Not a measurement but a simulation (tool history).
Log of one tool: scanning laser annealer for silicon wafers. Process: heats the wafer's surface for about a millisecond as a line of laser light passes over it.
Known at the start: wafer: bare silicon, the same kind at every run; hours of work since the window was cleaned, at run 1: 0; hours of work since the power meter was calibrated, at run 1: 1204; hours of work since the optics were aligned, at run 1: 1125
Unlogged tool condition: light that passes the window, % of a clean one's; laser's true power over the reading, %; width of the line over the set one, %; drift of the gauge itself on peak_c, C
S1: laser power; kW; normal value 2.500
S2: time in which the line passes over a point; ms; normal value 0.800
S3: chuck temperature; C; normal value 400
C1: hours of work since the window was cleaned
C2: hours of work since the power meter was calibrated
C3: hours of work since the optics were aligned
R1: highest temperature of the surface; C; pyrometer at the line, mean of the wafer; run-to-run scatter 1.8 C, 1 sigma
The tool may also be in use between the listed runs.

run	hour	S1	S2	S3	C1	C2	C3	R1
1	0.0	2.500	0.800	400	0	1204	1125	1212
2	32.8	2.655	0.800	400	25	1229	1149	1262
3	64.6	2.655	0.800	400	49	1253	1173	1260
4	104.3	2.655	0.800	400	79	1282	1203	1260
# hour 143.6: optics aligned, line set to its width
5	147.4	2.655	0.800	400	107	1311	3	1278
6	196.4	2.655	0.800	400	144	1348	40	1276
7	224.6	2.655	0.800	400	166	1369	61	1272
# hour 230.7: window over the wafer cleaned
8	269.9	2.655	0.800	400	30	1402	94	1268
9	307.4	2.500	0.800	400	58	1430	122	1212
10	340.5	2.500	0.800	400	83	1455	147	1216
11	382.4	2.500	0.962	420	114	1487	179	1320

What will run 12 give?
12	414.2	2.541	0.808	430	138	1511	202	?

{"run 12": {"R1": 1261}}
The same run, on a tool lacking any hidden state, would have yielded R1 1268 C.
